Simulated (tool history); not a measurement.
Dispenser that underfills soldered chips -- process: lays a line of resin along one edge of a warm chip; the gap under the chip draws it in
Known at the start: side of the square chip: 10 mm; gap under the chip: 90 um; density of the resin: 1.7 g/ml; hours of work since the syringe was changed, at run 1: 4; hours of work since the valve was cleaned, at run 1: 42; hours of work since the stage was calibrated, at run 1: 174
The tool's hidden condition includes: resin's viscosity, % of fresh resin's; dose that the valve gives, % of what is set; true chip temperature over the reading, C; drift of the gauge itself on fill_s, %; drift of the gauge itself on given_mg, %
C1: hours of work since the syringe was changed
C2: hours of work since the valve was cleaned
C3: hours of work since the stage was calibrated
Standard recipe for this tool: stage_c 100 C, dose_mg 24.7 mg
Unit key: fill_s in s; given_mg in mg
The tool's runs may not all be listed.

Run 1, hour 0: usual settings; C1 4; C2 42; C3 174. Result: fill_s 59 s, given_mg 23.71 mg.
Run 2, hour 5.7: usual settings; C1 7; C2 46; C3 178. Result: fill_s 65.4 s, given_mg 23.76 mg.
At hour 6.5: new syringe of resin.
Run 3, hour 11.8: usual settings; C1 3; C2 50; C3 181. Result: fill_s 57.7 s, given_mg 23.77 mg.
Run 4, hour 15.8: usual settings; C1 6; C2 52; C3 184. Result: fill_s 62.6 s, given_mg 23.66 mg.
At hour 18.5: new syringe of resin.
Run 5, hour 22.5: usual settings; C1 3; C2 57; C3 188. Result: fill_s 55.8 s, given_mg 23.67 mg.
Run 6, hour 25.8: usual settings; C1 5; C2 59; C3 190. Result: fill_s 60.9 s, given_mg 23.47 mg.
At hour 30.4: new syringe of resin.
Run 7, hour 31.1: usual settings; C1 0; C2 62; C3 193. Result: fill_s 51.3 s, given_mg 23.39 mg.
Run 8, hour 36: usual settings; C1 4; C2 65; C3 197. Result: fill_s 56.8 s, given_mg 23.17 mg.
Run 9, hour 40.9: usual settings; C1 7; C2 68; C3 200. Result: fill_s 63.7 s, given_mg 23.21 mg.
At hour 42.2: new syringe of resin.
Run 10, hour 46: usual settings; C1 2; C2 71; C3 203. Result: fill_s 55.6 s, given_mg 23.22 mg.
Run 11, hour 50.1: usual settings; C1 5; C2 74; C3 205. Result: fill_s 60.7 s, given_mg 23.14 mg.
At hour 54.2: new syringe of resin.
Run 12, hour 56.1: usual settings but stage_c 90 C; C1 1; C2 78; C3 209. Result: fill_s 74.7 s, given_mg 23.09 mg.
At hour 60.3: dispensing valve cleaned and set on the balance.
Run 13, hour 62.8: usual settings; C1 5; C2 2; C3 213. Result: fill_s 60.1 s, given_mg 24.65 mg.
Run 14, hour 65.6: usual settings; C1 7; C2 3; C3 215. Result: fill_s 64.7 s, given_mg 24.54 mg.
At hour 67: new syringe of resin.
Run 15, hour 70.3: usual settings; C1 2; C2 6; C3 217. Result: fill_s 55.2 s, given_mg 24.44 mg.
Run 16, hour 73.5: usual settings; C1 4; C2 8; C3 220. Result: fill_s 58.4 s, given_mg 24.42 mg.
At hour 79: new syringe of resin.
Run 17, hour 79.9: usual settings; C1 1; C2 12; C3 223. Result: fill_s 51.3 s, given_mg 24.43 mg.
Run 18, hour 83.1: usual settings; C1 3; C2 14; C3 226. Result: fill_s 55.2 s, given_mg 24.46 mg.
Run 19, hour 89.3: usual settings; C1 7; C2 18; C3 230. Result: fill_s 62.6 s, given_mg 24.15 mg.
At hour 90.9: new syringe of resin.
Run 20, hour 93.1: usual settings but stage_c 89 C, dose_mg 27.6 mg; C1 1; C2 21; C3 232. Result: fill_s 76.3 s, given_mg 27.05 mg.
Run 21, hour 99.3: usual settings but stage_c 110 C, dose_mg 27.6 mg; C1 5; C2 25; C3 236. Result: fill_s 44.7 s, given_mg 26.84 mg.
At hour 103: new syringe of resin.
Run 22, hour 103.1: usual settings but stage_c 110 C, dose_mg 27.6 mg; C1 0; C2 27; C3 238. Result: fill_s 38.2 s, given_mg 26.79 mg.
Run 23, hour 106.7: usual settings but stage_c 110 C, dose_mg 27.6 mg; C1 2; C2 29; C3 240. Result: fill_s 40.4 s, given_mg 26.93 mg.
Run 24, hour 112.2: usual settings but stage_c 110 C, dose_mg 27.6 mg; C1 6; C2 33; C3 244. Result: fill_s 46.3 s, given_mg 26.87 mg.
At hour 114.8: new syringe of resin.
Run 25, hour 117.4: usual settings but stage_c 110 C, dose_mg 27.6 mg; C1 2; C2 36; C3 247. Result: fill_s 38.9 s, given_mg 26.78 mg.
Run 26, hour 121.5: usual settings but stage_c 110 C, dose_mg 27.6 mg; C1 4; C2 39; C3 250. Result: fill_s 43.4 s, given_mg 26.83 mg.
Run 27, hour 125.9: usual settings but stage_c 103 C, dose_mg 25.9 mg; C1 7; C2 41; C3 253. Result: fill_s 58.7 s, given_mg 24.89 mg.
At hour 126.6: new syringe of resin.
Run 28, hour 130.3: usual settings but stage_c 103 C, dose_mg 25.9 mg; C1 2; C2 44; C3 255. Result: fill_s 49.8 s, given_mg 24.92 mg.
Run 29, hour 134.6: usual settings but stage_c 103 C, dose_mg 25.9 mg; C1 5; C2 47; C3 258. Result: fill_s 54 s, given_mg 24.57 mg.
At hour 138.6: new syringe of resin.
Run 30, hour 139.9: usual settings but stage_c 97 C, dose_mg 21.7 mg; C1 1; C2 50; C3 261. Result: fill_s 57.2 s, given_mg 20.8 mg.
Run 31, hour 143.3: usual settings but stage_c 97 C, dose_mg 21.7 mg; C1 3; C2 52; C3 263. Result: fill_s 62.7 s, given_mg 20.76 mg.
Run 32, hour 149.3: usual settings but stage_c 97 C, dose_mg 21.7 mg; C1 7; C2 56; C3 267. Result: fill_s 71.6 s, given_mg 20.89 mg.
At hour 150.7: new syringe of resin.
Run 33, hour 155.7: usual settings but stage_c 97 C, dose_mg 21.8 mg; C1 3; C2 60; C3 271. Result: fill_s 62.6 s, given_mg 20.62 mg.
Run 34, hour 161.3: usual settings but stage_c 86 C; C1 7; C2 64; C3 275. Result: fill_s 96.9 s, given_mg 23.36 mg.
At hour 162.6: new syringe of resin.
Run 35, hour 165.9: usual settings but stage_c 86 C; C1 2; C2 66; C3 278. Result: fill_s 85.7 s, given_mg 23.26 mg.
Run 36, hour 169.3: usual settings but stage_c 114 C, dose_mg 22.4 mg; C1 4; C2 69; C3 280. Result: fill_s 39.5 s, given_mg 21.06 mg.
Run 37, hour 172.3: usual settings but stage_c 88 C, dose_mg 27.8 mg; C1 6; C2 71; C3 282. Result: fill_s 90.3 s, given_mg 26.19 mg.

Each row is a separate what-if for the run after 37, all from the same tool condition, not one after another. Results?
At hour 174.5: new syringe of resin.
Run A, hour 178.8: usual settings but stage_c 102 C, dose_mg 23.4 mg; C1 3; C2 75; C3 286. Result: fill_s ?, given_mg ?.
At hour 174.5: new syringe of resin.
Run B, hour 178.8: usual settings but stage_c 86 C; C1 3; C2 75; C3 286. Result: fill_s ?, given_mg ?.
At hour 174.5: new syringe of resin.
Run C, hour 178.8: usual settings but stage_c 88 C, dose_mg 29.4 mg; C1 3; C2 75; C3 286. Result: fill_s ?, given_mg ?.

run  fill_s  given_mg
  A    53.8     21.79
  B    87.6     22.99
  C    80.8     27.44
Without the tool's unlogged condition, the same runs would have read:
run  fill_s  given_mg
  A    49.3     23.27
  B    80.6     24.55
  C    74.7     29.29
